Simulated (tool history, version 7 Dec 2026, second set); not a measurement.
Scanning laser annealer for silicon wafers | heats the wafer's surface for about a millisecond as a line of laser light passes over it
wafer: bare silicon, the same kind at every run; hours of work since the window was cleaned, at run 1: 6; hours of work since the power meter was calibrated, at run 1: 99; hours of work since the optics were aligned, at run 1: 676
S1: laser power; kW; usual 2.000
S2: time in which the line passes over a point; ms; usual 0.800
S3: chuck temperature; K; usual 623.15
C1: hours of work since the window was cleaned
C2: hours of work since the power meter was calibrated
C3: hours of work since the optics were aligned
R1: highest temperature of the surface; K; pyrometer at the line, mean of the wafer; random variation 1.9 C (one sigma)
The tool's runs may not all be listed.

run	day	S1	S2	S3	C1	C2	C3	R1
1	0.000	2.000	0.800	623.15	6	99	676	1408.15
2	2.212	2.000	0.800	623.15	33	126	703	1409.15
3	4.812	2.000	0.800	623.15	65	158	735	1407.15
4	6.896	2.000	0.800	623.15	91	183	760	1405.15
5	9.329	2.000	0.800	623.15	120	213	790	1404.15
6	10.800	2.000	0.800	623.15	138	231	808	1407.15
7	12.633	2.000	0.800	623.15	161	253	830	1406.15
8	13.850	2.000	0.576	623.15	175	268	845	1275.15
9	15.408	2.000	0.576	623.15	194	287	864	1277.15
10	16.650	2.000	0.576	623.15	210	302	879	1273.15
11	18.321	2.000	0.576	623.15	230	323	900	1274.15
# day 20.046: optics aligned, line set to its width
12	20.046	2.000	0.576	623.15	249	341	0	1279.15
13	21.204	1.733	0.679	623.15	263	355	14	1245.15
14	23.138	1.857	0.935	651.15	286	379	38	1438.15
15	25.121	2.000	0.904	643.15	310	403	62	1476.15
16	26.983	2.000	0.671	643.15	333	426	85	1352.15
17	29.342	1.953	0.971	602.15	362	454	113	1443.15
18	31.321	1.953	0.567	654.15	386	479	138	1282.15
19	32.642	2.136	0.737	623.15	402	495	154	1417.15
20	33.871	2.136	0.737	623.15	417	510	169	1415.15
21	35.725	1.935	0.759	623.15	440	532	191	1349.15
22	37.400	2.000	0.800	637.15	460	553	212	1413.15
23	39.250	2.000	0.800	637.15	483	575	234	1412.15
24	41.675	2.038	0.762	606.15	512	605	264	1371.15

Hidden state at the last listed run before each entry between runs and at the first one after, where it differs:
Between runs 11 and 12: optics aligned, line set to its width (day 20.046)
  light that passes the window, % of a clean one's: 98.91 -> 98.84; width of the line over the set one, %: 2.56 -> 0.18
  measured less the result without the state, R1: -15.00 -> -8.00 K
